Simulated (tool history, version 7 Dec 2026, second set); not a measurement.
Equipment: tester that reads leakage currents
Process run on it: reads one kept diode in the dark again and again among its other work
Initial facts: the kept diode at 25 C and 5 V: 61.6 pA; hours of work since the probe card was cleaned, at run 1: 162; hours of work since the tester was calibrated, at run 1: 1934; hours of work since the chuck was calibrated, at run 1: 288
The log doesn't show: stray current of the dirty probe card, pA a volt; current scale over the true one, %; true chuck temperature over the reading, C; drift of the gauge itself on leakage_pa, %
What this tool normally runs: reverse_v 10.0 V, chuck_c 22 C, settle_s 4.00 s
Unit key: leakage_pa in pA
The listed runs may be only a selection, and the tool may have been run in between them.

run	hour	reverse_v	chuck_c	settle_s	hours of work since the probe card was cleaned	hours of work since the tester was calibrated	hours of work since the chuck was calibrated	leakage_pa
1	0.0	10.0	22	4.00	162	1934	288	66.34
2	28.0	10.0	22	4.00	174	1947	301	66.56
3	46.8	10.0	22	4.00	183	1956	309	66.55
4	80.3	10.0	22	4.00	198	1971	324	66.02
5	104.9	10.0	22	4.00	209	1982	335	66.18
6	122.7	14.6	22	4.00	217	1990	343	82.34
7	157.5	14.6	22	4.00	233	2006	359	81.99
8	175.0	10.0	22	0.68	241	2014	367	67.46
9	212.9	10.0	22	0.68	258	2031	384	67.18
10	235.7	10.0	22	1.08	268	2041	395	66.82
11	271.7	10.0	47	4.00	285	2057	411	602.50
12	300.4	10.0	22	4.00	298	2070	424	65.50
13	320.9	10.0	22	4.00	307	2080	433	65.10
14	344.4	10.0	22	4.00	317	2090	444	65.25
15	363.2	10.0	22	4.00	326	2099	452	65.06
16	391.8	10.0	22	4.00	339	2112	465	64.72
17	418.7	4.1	22	4.00	351	2124	477	38.97
18	452.8	4.1	22	4.00	366	2139	493	38.69
19	471.4	4.1	22	4.00	375	2148	501	38.82
20	509.6	4.1	22	4.00	392	2165	518	38.60
# hour 515.5: probe card cleaned and baked
21	546.8	7.5	47	3.83	14	2180	534	502.56
22	580.2	4.6	39	0.45	29	2196	549	194.55
23	605.0	4.6	39	0.45	40	2207	560	194.26
# hour 617.6: tester calibrated
24	630.0	4.6	35	0.45	51	6	571	135.19
25	668.6	2.0	24	6.15	68	23	588	30.47
26	703.1	2.0	24	6.15	84	39	604	30.29
27	720.9	2.0	24	6.15	92	47	612	30.57
# hour 746.2: probe card cleaned and baked, once more
28	756.1	20.0	24	4.95	4	61	626	110.97
29	792.9	3.6	22	0.31	21	78	643	36.16
30	812.6	8.9	33	0.44	30	87	652	162.66
31	829.8	11.8	38	0.61	38	95	660	294.44
32	856.5	1.6	38	3.88	50	107	672	93.94
33	880.7	1.6	38	3.88	61	118	683	94.63
34	913.7	9.7	35	2.32	76	133	698	200.16
35	942.8	7.5	43	0.74	89	146	711	345.99
36	964.0	7.5	43	0.74	99	155	720	347.29
37	994.3	7.5	43	0.74	112	169	734	345.45
38	1019.0	7.2	30	0.80	123	180	745	107.11
39	1052.8	7.9	22	4.00	139	195	761	52.76

Here are 3 independent what-if runs from the current tool condition. What would each one return?
A	1073.7	9.7	24	0.78	148	205	770	?
B	1073.7	10.0	20	1.90	148	205	770	?
C	1073.7	1.2	30	4.66	148	205	770	?

run	leakage_pa
A	73.48
B	50.33
C	38.52
Without the tool's unlogged condition, the same runs would have read:
run	leakage_pa
A	83.66
B	57.41
C	43.93

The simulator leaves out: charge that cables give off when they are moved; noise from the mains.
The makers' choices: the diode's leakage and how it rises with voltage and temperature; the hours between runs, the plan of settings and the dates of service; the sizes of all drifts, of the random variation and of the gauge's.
